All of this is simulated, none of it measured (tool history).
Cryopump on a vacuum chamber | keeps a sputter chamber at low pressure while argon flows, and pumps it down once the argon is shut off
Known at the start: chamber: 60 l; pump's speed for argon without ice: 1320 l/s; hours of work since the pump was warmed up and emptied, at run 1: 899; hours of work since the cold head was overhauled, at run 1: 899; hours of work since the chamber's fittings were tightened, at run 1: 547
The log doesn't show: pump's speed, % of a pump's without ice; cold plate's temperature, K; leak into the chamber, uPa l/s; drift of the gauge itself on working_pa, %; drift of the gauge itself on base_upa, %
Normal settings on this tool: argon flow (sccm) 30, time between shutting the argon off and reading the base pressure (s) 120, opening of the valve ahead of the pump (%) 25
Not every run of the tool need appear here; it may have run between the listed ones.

run	hour	argon flow (sccm)	time between shutting the argon off and reading the base pressure (s)	opening of the valve ahead of the pump (%)	hours of work since the pump was warmed up and emptied	hours of work since the cold head was overhauled	hours of work since the chamber's fittings were tightened	pressure while argon flows (Pa)	pressure after the wait (uPa)
1	0.0	30	120	25	899	899	547	0.1641	2.23
2	76.7	28	120	25	936	936	584	0.1521	2.40
3	142.0	28	120	25	968	968	616	0.1544	2.53
4	208.3	28	133	25	1000	1000	649	0.1536	2.57
5	313.2	28	133	25	1052	1052	700	0.1551	2.83
6	429.1	28	133	25	1108	1108	756	0.1552	3.00
# hour 453.5: pump warmed up, emptied and cooled again
7	495.4	28	133	25	20	1138	786	0.1448	2.43
8	587.9	53	133	20	66	1183	831	0.3419	2.63
9	699.0	41	29	25	120	1237	885	0.2118	3.61
10	765.9	41	29	25	152	1270	918	0.2125	3.85
11	861.9	20	45	24	199	1317	965	0.1087	3.50
12	943.3	20	45	24	239	1357	1005	0.1087	3.54

For run 13, what comes out?
13	1006.9	20	45	24	270	1388	1036	?	?

Run 13 yielded pressure while argon flows (Pa) 0.1084, pressure after the wait (uPa) 3.69.
Minus the tool's unlogged condition, the same run would have read pressure while argon flows (Pa) 0.1064, pressure after the wait (uPa) 0.97.
